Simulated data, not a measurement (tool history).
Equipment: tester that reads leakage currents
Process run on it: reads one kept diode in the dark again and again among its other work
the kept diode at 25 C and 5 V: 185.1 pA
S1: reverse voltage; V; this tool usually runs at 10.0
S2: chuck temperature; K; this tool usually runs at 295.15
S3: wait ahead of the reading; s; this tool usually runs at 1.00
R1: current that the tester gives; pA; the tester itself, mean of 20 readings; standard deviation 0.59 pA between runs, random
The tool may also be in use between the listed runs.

run    hour    S1      S2    S3       R1
  1     0.0  10.0  295.15  1.00   188.65
  2   143.0  10.0  295.15  1.00   188.49
      194.4  -- chuck's temperature calibrated
  3   246.7  10.0  295.15  1.00   211.32
      304.2  -- probe card cleaned and baked
  4   328.7  10.0  298.15  1.00   269.39
  5   468.6  10.0  295.15  1.00   209.49
  6   626.6  10.0  295.15  1.00   208.56
  7   758.1  10.0  295.15  1.00   206.62
  8   888.1   6.2  295.15  1.00   162.44
  9  1025.2   6.2  295.15  1.00   161.90
 10  1120.3   6.2  295.15  1.00   160.02
     1214.9  -- probe card cleaned and baked, once more
 11  1232.7   7.7  295.15  1.00   164.74
 12  1370.6   7.7  295.15  1.00   163.60
 13  1459.2  10.0  295.15  9.35   182.10
 14  1541.0  10.0  295.15  9.35   182.15
 15  1699.4  10.0  295.15  9.35   179.96
 16  1865.2  10.0  295.15  9.35   179.31
 17  1947.8  10.0  295.15  9.35   178.49
     2007.3  -- chuck's temperature calibrated
 18  2027.0  10.0  295.15  9.35   197.16
 19  2174.1  10.0  295.15  0.34   199.96
 20  2318.7  10.0  295.15  0.34   198.16
 21  2492.5  10.0  295.15  0.34   197.55
 22  2582.8  10.0  295.15  0.34   195.74
 23  2669.0   3.0  295.15  0.90   109.27
     2781.0  -- tester calibrated
 24  2847.1  19.7  295.15  1.00   259.26
 25  2960.0   1.3  318.15  0.43   486.94
 26  3106.4   1.4  302.15  1.00   135.70
 27  3240.5   1.4  325.15  1.97   847.84
 28  3395.3   8.5  316.15  0.81   953.76
 29  3502.7   8.5  316.15  0.81   949.39
 30  3665.0   8.5  316.15  0.81   946.78
 31  3802.8   8.5  294.15  1.20   151.57
     3815.3  -- chuck's temperature calibrated
 32  3892.3   8.5  294.15  1.20   174.97
 33  4056.8   7.0  314.15  1.00   821.54
 34  4178.4   6.1  313.15  2.43   707.03
 35  4348.0   6.1  313.15  2.43   704.09
 36  4515.1  10.0  320.15  1.00  1507.62
 37  4640.9  10.0  320.15  1.00  1498.37
 38  4774.1  10.0  309.15  7.11   624.20
 39  4878.4   1.5  294.15  2.62    73.10
     4969.4  -- probe card cleaned and baked
 40  5001.7  10.0  321.15  0.54  1575.85

Alternative continuations, all from the tool just after run 40; predict every row:
  A  5089.5   1.6  306.15  5.85   ?
  B  5089.5  10.0  295.15  1.16   ?
  C  5089.5  10.0  302.15  1.00   ?

run      R1
  A  205.67
  B  182.11
  C  340.19
Without the tool's unlogged condition, the same runs would have read:
run      R1
  A  219.33
  B  194.77
  C  363.01

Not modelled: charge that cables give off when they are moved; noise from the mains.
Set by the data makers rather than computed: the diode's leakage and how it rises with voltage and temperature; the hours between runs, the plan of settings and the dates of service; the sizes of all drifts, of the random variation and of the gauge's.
